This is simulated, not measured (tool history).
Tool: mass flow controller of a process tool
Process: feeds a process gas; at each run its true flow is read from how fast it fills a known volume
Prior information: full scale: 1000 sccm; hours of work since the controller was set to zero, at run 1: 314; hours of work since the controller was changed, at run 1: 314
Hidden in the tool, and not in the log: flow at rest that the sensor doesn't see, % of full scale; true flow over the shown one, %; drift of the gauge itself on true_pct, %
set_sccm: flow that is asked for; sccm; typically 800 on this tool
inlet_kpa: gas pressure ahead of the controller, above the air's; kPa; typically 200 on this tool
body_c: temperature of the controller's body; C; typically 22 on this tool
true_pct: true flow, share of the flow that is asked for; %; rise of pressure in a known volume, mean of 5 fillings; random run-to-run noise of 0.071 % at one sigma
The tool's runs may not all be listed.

| run | hour | set_sccm | inlet_kpa | body_c | hours of work since the controller was set to zero | hours of work since the controller was changed | true_pct |
|---|---|---|---|---|---|---|---|
| 1 | 0 | 800 | 200 | 22 | 314 | 314 | 99.51 |
| 2 | 77.5 | 800 | 200 | 22 | 343 | 343 | 99.64 |
| 3 | 172.8 | 800 | 200 | 22 | 380 | 380 | 99.69 |
| 4 | 260.3 | 800 | 200 | 22 | 413 | 413 | 99.71 |
| 5 | 364.7 | 800 | 200 | 22 | 453 | 453 | 99.75 |
| 6 | 490.7 | 800 | 200 | 22 | 501 | 501 | 99.79 |
| 7 | 600.8 | 204 | 200 | 22 | 543 | 543 | 99.35 |
| 8 | 700.5 | 204 | 200 | 22 | 580 | 580 | 99.26 |
| 9 | 764 | 204 | 200 | 22 | 605 | 605 | 99.52 |
| 10 | 829.8 | 204 | 200 | 22 | 630 | 630 | 99.39 |
| 11 | 937.6 | 204 | 200 | 22 | 671 | 671 | 99.45 |
| 12 | 1067 | 800 | 200 | 22 | 720 | 720 | 99.95 |
| 13 | 1175.5 | 800 | 200 | 38 | 761 | 761 | 100.88 |
| 14 | 1250.5 | 800 | 200 | 38 | 790 | 790 | 100.87 |
| 15 | 1339.5 | 800 | 200 | 29 | 824 | 824 | 100.37 |
| 16 | 1443.1 | 800 | 200 | 29 | 863 | 863 | 100.42 |
| 17 | 1554.1 | 800 | 200 | 29 | 905 | 905 | 100.58 |
| 18 | 1631.1 | 800 | 200 | 22 | 935 | 935 | 100.14 |
| 19 | 1733.5 | 800 | 200 | 22 | 974 | 974 | 100.2 |
| 20 | 1839.4 | 800 | 200 | 22 | 1014 | 1014 | 100.16 |
| 21 | 1956 | 800 | 200 | 22 | 1058 | 1058 | 100.09 |
| 22 | 2052.7 | 800 | 200 | 22 | 1095 | 1095 | 100.29 |
| 23 | 2128.8 | 800 | 200 | 22 | 1124 | 1124 | 100.3 |
| 24 | 2228.6 | 326 | 200 | 22 | 1162 | 1162 | 99.84 |
| 25 | 2286.9 | 326 | 200 | 22 | 1184 | 1184 | 99.81 |
| 26 | 2414 | 756 | 236 | 22 | 1233 | 1233 | 100.15 |
|  | 2441.2 | gauge calibrated |
| 27 | 2502.6 | 450 | 217 | 28 | 1267 | 1267 | 99.65 |
| 28 | 2580.4 | 450 | 217 | 28 | 1296 | 1296 | 99.84 |
| 29 | 2701.9 | 450 | 140 | 28 | 1342 | 1342 | 100.18 |
| 30 | 2814.6 | 450 | 224 | 29 | 1385 | 1385 | 99.88 |
| 31 | 2903.8 | 592 | 230 | 22 | 1419 | 1419 | 99.53 |
| 32 | 2962.4 | 592 | 230 | 22 | 1442 | 1442 | 99.47 |
| 33 | 3056.2 | 800 | 144 | 27 | 1477 | 1477 | 100.37 |
| 34 | 3132.5 | 134 | 233 | 27 | 1506 | 1506 | 99.51 |
| 35 | 3209.9 | 100 | 167 | 28 | 1536 | 1536 | 99.91 |
| 36 | 3331.8 | 100 | 167 | 28 | 1582 | 1582 | 99.8 |
| 37 | 3410.5 | 548 | 200 | 29 | 1612 | 1612 | 100.11 |
| 38 | 3502.6 | 222 | 244 | 30 | 1647 | 1647 | 99.85 |
| 39 | 3604.9 | 202 | 177 | 23 | 1686 | 1686 | 99.76 |
| 40 | 3719.4 | 800 | 249 | 32 | 1730 | 1730 | 100.53 |
| 41 | 3774.6 | 800 | 249 | 32 | 1751 | 1751 | 100.46 |
| 42 | 3904.2 | 800 | 150 | 32 | 1800 | 1800 | 100.84 |
| 43 | 3973.2 | 800 | 150 | 32 | 1826 | 1826 | 100.93 |
| 44 | 4052.8 | 436 | 200 | 27 | 1857 | 1857 | 100.14 |
| 45 | 4116.2 | 906 | 169 | 22 | 1881 | 1881 | 100.4 |

Hidden condition of the tool, last listed run before each entry between runs versus first listed run after:
Between runs 26 and 27: gauge calibrated (hour 2441.2)
  drift of the gauge itself on true_pct, %: 0.66 -> 0.02
  difference, measured minus the result without the unlogged condition, true_pct: +0.66 -> +0.02 %
